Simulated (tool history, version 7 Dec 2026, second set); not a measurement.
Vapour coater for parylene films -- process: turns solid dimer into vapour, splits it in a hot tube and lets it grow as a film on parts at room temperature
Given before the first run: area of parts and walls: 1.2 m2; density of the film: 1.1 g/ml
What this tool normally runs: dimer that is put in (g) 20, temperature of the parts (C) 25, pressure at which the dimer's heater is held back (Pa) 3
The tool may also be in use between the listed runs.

run   hour  dimer that is put in (g)  temperature of the parts (C)  pressure at which the dimer's heater is held back (Pa)  thickness of the film (um)
  1      0                        20                            25                                                       3                       10.65
        14  -- trap's valve overhauled
  2   55.9                        20                            25                                                       3                        10.7
  3  114.8                        20                            25                                                       3                       10.62
  4  162.9                        20                            25                                                       3                       10.66
  5  223.7                        20                            25                                                       3                       10.66
  6  275.7                        20                            25                                                       3                       10.59
  7  326.2                        20                            25                                                       3                       10.74
     370.2  -- trap's valve overhauled
  8  373.6                        20                            25                                                       3                       10.75
  9    411                        20                            25                                                       3                       10.68
 10  443.6                        20                            25                                                       3                       10.59
 11  497.8                        20                            25                                                       3                       10.66

Run 12 comes next. What will it give?
 12  529.3                        12                            22                                                     2.2                           ?

{"run 12": {"thickness of the film (um)": 7.26}}
Minus the tool's unlogged condition, the same run would have read thickness of the film (um) 7.25.

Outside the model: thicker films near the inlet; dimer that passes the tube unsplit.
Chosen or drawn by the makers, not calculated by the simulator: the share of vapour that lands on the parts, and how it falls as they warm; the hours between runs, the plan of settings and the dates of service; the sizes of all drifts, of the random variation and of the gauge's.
